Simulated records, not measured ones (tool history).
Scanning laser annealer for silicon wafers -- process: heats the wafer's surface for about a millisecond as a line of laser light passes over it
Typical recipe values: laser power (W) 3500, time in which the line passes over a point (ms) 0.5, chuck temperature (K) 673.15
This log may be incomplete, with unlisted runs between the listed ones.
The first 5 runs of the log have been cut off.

run   hour  laser power (W)  time in which the line passes over a point (ms)  chuck temperature (K)  hours of work since the window was cleaned  hours of work since the power meter was calibrated  hours of work since the optics were aligned  highest temperature of the surface (K)
  6    234             3500                                              0.4                 673.15                                         100                                                 274                                          558                                 1272.15
  7  287.8             3500                                              0.5                 673.15                                         135                                                 308                                          593                                 1347.15
  8  325.7             3500                                              0.5                 673.15                                         160                                                 333                                          617                                 1346.15
  9  362.8             3500                                              0.5                 673.15                                         184                                                 357                                          641                                 1341.15
 10    385             3500                                              0.5                 673.15                                         198                                                 371                                          656                                 1340.15
 11  422.4             3500                                              0.5                 673.15                                         222                                                 395                                          680                                 1340.15
 12  454.2             3500                                              0.5                 670.15                                         243                                                 416                                          700                                 1331.15
 13    483             3500                                              0.5                 670.15                                         261                                                 434                                          719                                 1331.15
 14  531.8             3500                                              0.5                 670.15                                         293                                                 466                                          750                                 1328.15
 15  584.7             3785                                              0.5                 673.15                                         327                                                 500                                          785                                 1393.15
 16  607.5             3500                                              0.5                 665.15                                         341                                                 515                                          799                                 1315.15
 17  636.4             3500                                              0.5                 673.15                                         360                                                 533                                          818                                 1324.15
 18  677.6             3620                                              0.5                 673.15                                         387                                                 560                                          844                                 1344.15
 19  714.9             3620                                            0.424                 673.15                                         411                                                 584                                          869                                 1281.15
 20  763.3             3782                                              0.5                 673.15                                         442                                                 615                                          900                                 1377.15
     788.4  -- window over the wafer cleaned
 21  794.8             3151                                              0.5                 673.15                                           4                                                 634                                          919                                 1270.15
 22  841.6             2989                                            0.361                 677.15                                          34                                                 665                                          949                                 1142.15

The next listed run, before its measurement:
 23  888.6             3463                                              0.5                 673.15                                          65                                                 695                                          979                                       ?

{"run 23": {"highest temperature of the surface (K)": 1342.15}}
With no hidden state in the tool, this same run would have given highest temperature of the surface (K) 1368.15.
